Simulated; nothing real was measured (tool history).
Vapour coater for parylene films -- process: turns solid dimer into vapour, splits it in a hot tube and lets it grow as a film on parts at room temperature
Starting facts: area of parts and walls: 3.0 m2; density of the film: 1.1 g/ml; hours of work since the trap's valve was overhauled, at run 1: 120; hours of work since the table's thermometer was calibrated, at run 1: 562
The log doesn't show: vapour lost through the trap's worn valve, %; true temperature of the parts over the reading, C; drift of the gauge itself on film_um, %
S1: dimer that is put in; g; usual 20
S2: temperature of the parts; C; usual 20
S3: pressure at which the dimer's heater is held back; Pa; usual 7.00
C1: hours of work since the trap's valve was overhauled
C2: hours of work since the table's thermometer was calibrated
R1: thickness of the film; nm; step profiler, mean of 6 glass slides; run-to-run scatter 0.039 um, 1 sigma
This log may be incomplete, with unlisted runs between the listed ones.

run   hour  S1  S2    S3   C1   C2    R1
  1    0.0  20  20  7.00  120  562  4080
  2   11.3  20  20  9.62  126  568  3930
  3   34.8  20  20  9.62  138  580  3950
  4   54.5  13  20  7.00  148  590  2600
  5   77.9  10  20  7.00  160  603  1990
  6   95.4  10  20  7.00  169  612  1980
  7  118.4  10  20  7.00  181  624  2030
  8  140.3  10  20  7.00  193  635  2040
  9  160.2  10  20  7.00  203  646  1980
 10  175.4  10  20  7.00  211  654  1980
 11  192.6  10  20  7.00  220  663  1980
 12  215.5   9  27  7.00  232  675  1360
 13  233.1  20  20  2.63  241  684  4430

Measured minus without-hidden-state, run by run (identical run-to-run variation in each term; gauge scatter may differ):
run    R1
  1  -170
  2  -180
  3  -180
  4  -130
  5  -110
  6  -110
  7  -120
  8  -130
  9  -130
 10  -140
 11  -140
 12  -100
 13  -350
